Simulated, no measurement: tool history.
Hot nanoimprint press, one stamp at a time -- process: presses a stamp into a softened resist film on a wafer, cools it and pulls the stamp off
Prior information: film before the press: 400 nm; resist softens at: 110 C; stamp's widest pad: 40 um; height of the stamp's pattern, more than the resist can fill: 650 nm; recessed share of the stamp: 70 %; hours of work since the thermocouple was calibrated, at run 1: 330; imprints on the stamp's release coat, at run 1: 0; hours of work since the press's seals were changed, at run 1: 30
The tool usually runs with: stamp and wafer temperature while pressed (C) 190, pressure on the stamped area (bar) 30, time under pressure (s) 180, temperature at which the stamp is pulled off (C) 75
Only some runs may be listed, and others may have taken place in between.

run	hour	stamp and wafer temperature while pressed (C)	pressure on the stamped area (bar)	time under pressure (s)	temperature at which the stamp is pulled off (C)	hours of work since the thermocouple was calibrated	imprints on the stamp's release coat	hours of work since the press's seals were changed	resist left under the stamp's widest pad (Å)	greatest force while the stamp is pulled off (N)
1	0	190	30	180	75	330	0	30	1434	192.3
2	23.1	190	30	180	75	343	99	43	1429	194
3	50	190	30	180	75	358	212	58	1427	191.9
4	71	190	30	180	75	369	302	70	1417	193.8
5	91	188	30	180	75	380	387	81	1549	193.1
6	116.5	188	30	180	75	395	495	95	1532	193.1
7	147.5	190	30	180	77	412	627	112	1421	191.8
8	173.2	190	30	180	77	426	736	127	1414	191.3
# hour 180: plate thermocouple calibrated
# hour 201.4: stamp cleaned and given a new release coat
9	217.6	188	30	180	75	18	69	146	1546	191.7
10	236.6	188	30	180	75	28	149	157	1551	193.7
11	255.6	190	30	180	75	39	230	167	1427	193.1
12	286.7	190	34.6	180	75	56	362	185	1317	194.2
13	323.5	190	34.6	180	75	76	518	205	1341	192.1
14	355.8	190	34.6	180	75	94	656	223	1333	193.5
15	384	190	30	180	75	110	776	239	1410	192.6
# hour 399.6: stamp cleaned and given a new release coat
16	424.5	202	37.4	180	75	129	106	258	764	193.2
17	442.8	202	37.4	180	75	139	184	268	770	193.4

Predict the results of run 18:
18	473	202	37.4	180	75	156	312	285	?	?

Logged for run 18: resist left under the stamp's widest pad (Å) 780, greatest force while the stamp is pulled off (N) 194.8.
The same run, on a tool lacking any hidden state, would have yielded resist left under the stamp's widest pad (Å) 790, greatest force while the stamp is pulled off (N) 194.6.
